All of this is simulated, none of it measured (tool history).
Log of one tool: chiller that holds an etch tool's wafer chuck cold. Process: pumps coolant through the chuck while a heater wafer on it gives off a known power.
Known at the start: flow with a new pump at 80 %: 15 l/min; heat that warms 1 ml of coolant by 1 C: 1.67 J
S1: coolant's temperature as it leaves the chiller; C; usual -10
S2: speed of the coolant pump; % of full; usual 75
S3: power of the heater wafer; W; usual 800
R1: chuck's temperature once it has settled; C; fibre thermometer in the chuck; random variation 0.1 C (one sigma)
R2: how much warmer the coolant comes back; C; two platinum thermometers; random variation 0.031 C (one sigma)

run	hour	S1	S2	S3	R1	R2
1	0	-10	75	800	-3	2.09
2	35.6	-10	68	800	-2.7	2.25
3	95.9	-10	68	800	-2.6	2.28
4	158.9	-10	75	800	-2.9	2.07
5	217.8	-10	75	800	-3	2.01
6	275.3	-1	75	800	6.2	2.04
7	331	-15	75	800	-7.9	2.08
8	394.5	-10	75	800	-3.1	2.04
9	457.4	-10	75	800	-3.1	2.01
10	520.8	-10	75	800	-2.8	1.98
11	560.6	-10	75	800	-2.9	1.98
12	623.3	-10	75	800	-3	1.97
13	703.7	-10	75	800	-2.9	1.99
14	741.9	-10	75	800	-2.9	1.97
# hour 751.6: coolant changed, channels flushed
15	814.5	-10	75	800	-3	1.94
16	890.4	-10	75	800	-2.8	1.99
17	941.8	-10	76	551	-5.1	1.3
18	985.6	-10	88	1007	-2	2.04
19	1032.2	-14	86	491	-10.1	0.96
20	1098.8	-14	61	693	-7.1	2.17
# hour 1131.6: chiller's thermometer calibrated
21	1145.5	-10	64	879	-1.6	2.62
22	1212	-10	75	621	-4.6	1.43
23	1247.3	-16	75	1066	-6.7	2.61
24	1320.8	-12	76	536	-7.4	1.25
25	1373.7	-16	75	1192	-5.6	2.91
26	1432.8	-18	92	590	-13.4	1.06
27	1479.1	-18	64	1154	-6.7	3.37
28	1517.2	-18	64	1154	-7	3.39
29	1560.1	-9	84	1064	-0.3	2.2
30	1597	-9	83	1064	-0.3	2.23
31	1656.2	-10	70	1064	-0.1	2.77

Forecast each of these 5 alternatives for the next run:
A	1691.7	-6	91	800	?	?
B	1691.7	-10	75	471	?	?
C	1691.7	-10	68	800	?	?
D	1691.7	-17	75	800	?	?
E	1691.7	-9	75	800	?	?

run	R1	R2
A	0.6	1.42
B	-5.8	1
C	-2.6	2.16
D	-10	1.93
E	-2.2	1.84
Without the tool's hidden state the same runs would have given:
run	R1	R2
A	0.6	1.61
B	-5.8	1.19
C	-2.6	2.36
D	-10	2.12
E	-2.2	2.03

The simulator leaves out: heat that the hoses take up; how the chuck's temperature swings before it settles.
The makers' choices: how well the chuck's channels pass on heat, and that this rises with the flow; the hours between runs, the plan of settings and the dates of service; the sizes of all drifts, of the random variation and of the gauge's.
